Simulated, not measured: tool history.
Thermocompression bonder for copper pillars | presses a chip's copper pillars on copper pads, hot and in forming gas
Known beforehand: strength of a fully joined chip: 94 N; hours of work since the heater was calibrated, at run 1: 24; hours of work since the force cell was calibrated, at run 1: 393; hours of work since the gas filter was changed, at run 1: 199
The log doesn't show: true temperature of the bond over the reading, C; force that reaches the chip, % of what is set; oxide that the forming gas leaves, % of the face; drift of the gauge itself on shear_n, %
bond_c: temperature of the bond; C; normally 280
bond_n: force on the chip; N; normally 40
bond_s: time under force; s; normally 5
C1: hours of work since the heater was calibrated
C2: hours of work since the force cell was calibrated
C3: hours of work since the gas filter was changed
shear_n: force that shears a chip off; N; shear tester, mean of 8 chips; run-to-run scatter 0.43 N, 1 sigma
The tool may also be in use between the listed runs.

Run 1, day 0: usual settings; C1 24; C2 393; C3 199. Result: shear_n 35.4 N.
Run 2, day 1.029: usual settings; C1 37; C2 406; C3 212. Result: shear_n 35 N.
Run 3, day 1.467: usual settings but bond_n 25 N; C1 42; C2 411; C3 217. Result: shear_n 18.9 N.
Run 4, day 1.95: usual settings but bond_n 25 N; C1 48; C2 417; C3 223. Result: shear_n 19.5 N.
Run 5, day 2.567: usual settings; C1 56; C2 425; C3 231. Result: shear_n 35 N.
Run 6, day 3.083: usual settings; C1 62; C2 431; C3 237. Result: shear_n 33.6 N.
Run 7, day 3.55: usual settings but bond_c 298 C, bond_n 57 N, bond_s 10 s; C1 68; C2 437; C3 243. Result: shear_n 72.1 N.

Run 8 comes next. What will it give?
Run 8, day 4.596: usual settings but bond_c 287 C, bond_n 57 N, bond_s 7 s; C1 81; C2 450; C3 256. Result: shear_n ?.

shear_n: 59.8 N
Were there no unlogged condition in the tool, this run, its random variation unchanged, would have produced shear_n 64 N.
